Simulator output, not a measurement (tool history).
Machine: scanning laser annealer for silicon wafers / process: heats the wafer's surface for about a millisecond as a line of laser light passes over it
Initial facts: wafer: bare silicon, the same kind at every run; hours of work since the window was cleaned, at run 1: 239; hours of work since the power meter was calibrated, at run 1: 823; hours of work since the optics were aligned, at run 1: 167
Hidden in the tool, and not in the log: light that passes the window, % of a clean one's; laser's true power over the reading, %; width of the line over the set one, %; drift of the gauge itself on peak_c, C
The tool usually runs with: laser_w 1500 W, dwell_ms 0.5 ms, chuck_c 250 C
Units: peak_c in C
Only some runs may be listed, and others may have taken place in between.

run   hour  laser_w  dwell_ms  chuck_c  hours of work since the window was cleaned  hours of work since the power meter was calibrated  hours of work since the optics were aligned  peak_c
  1      0     1500       0.5      250                                         239                                                 823                                          167     953
  2   49.2     1341       0.5      250                                         260                                                 844                                          188     866
  3   81.8     1341       0.5      250                                         274                                                 858                                          202     867
  4  136.8     1500       0.5      267                                         297                                                 882                                          225     968
  5  188.7     1500       0.5      250                                         320                                                 904                                          248     949
  6  238.2     1500       0.5      250                                         341                                                 925                                          269     948

Forecast run 7:
  7  278.9     1500     0.355      225                                         358                                                 942                                          286       ?

{"run 7": {"peak_c": 804}}
With the hidden condition absent and the run-to-run variation left alone, this run would have shown peak_c 817 C.
